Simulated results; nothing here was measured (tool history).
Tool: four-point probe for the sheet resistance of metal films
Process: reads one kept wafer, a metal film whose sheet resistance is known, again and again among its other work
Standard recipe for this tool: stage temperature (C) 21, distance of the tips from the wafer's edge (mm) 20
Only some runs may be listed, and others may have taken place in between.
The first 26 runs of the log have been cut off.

| run | hour | stage temperature (C) | distance of the tips from the wafer's edge (mm) | sheet resistance as the instrument gives it (ohm/square) |
|---|---|---|---|---|
| 27 | 835.8 | 21 | 7 | 0.05958 |
| 28 | 881 | 21 | 7 | 0.059614 |
| 29 | 900.4 | 28 | 5 | 0.060184 |
| 30 | 929.9 | 28 | 5 | 0.060169 |
| 31 | 975.2 | 34 | 19 | 0.058066 |
|  | 987.6 | stage's thermometer calibrated |
| 32 | 1005.9 | 34 | 19 | 0.05816 |
| 33 | 1050.2 | 33 | 28 | 0.058153 |
| 34 | 1073.4 | 33 | 28 | 0.058138 |
| 35 | 1117.6 | 32 | 4 | 0.061102 |
| 36 | 1158.9 | 32 | 4 | 0.061108 |
| 37 | 1200.1 | 32 | 4 | 0.061124 |
| 38 | 1226.6 | 32 | 4 | 0.061119 |
| 39 | 1266 | 35 | 12 | 0.058349 |
| 40 | 1290.6 | 31 | 9 | 0.058824 |
| 41 | 1324 | 31 | 9 | 0.058819 |
| 42 | 1361.5 | 31 | 9 | 0.058829 |
| 43 | 1400.1 | 28 | 8 | 0.059126 |
| 44 | 1429.8 | 28 | 8 | 0.059167 |
| 45 | 1471.5 | 33 | 64 | 0.058133 |

What if the next run were any one of these 4? Each begins from the tool's condition after run 45:
| A | 1503.1 | 21 | 64 | ? |
| B | 1503.1 | 18 | 28 | ? |
| C | 1503.1 | 33 | 26 | ? |
| D | 1503.1 | 18 | 4 | ? |

| run | sheet resistance as the instrument gives it (ohm/square) |
|---|---|
| A | 0.058754 |
| B | 0.058963 |
| C | 0.058201 |
| D | 0.061946 |
Stripped of hidden state, with their random variation kept, the same runs would have yielded:
| run | sheet resistance as the instrument gives it (ohm/square) |
|---|---|
| A | 0.058624 |
| B | 0.058833 |
| C | 0.058073 |
| D | 0.06181 |
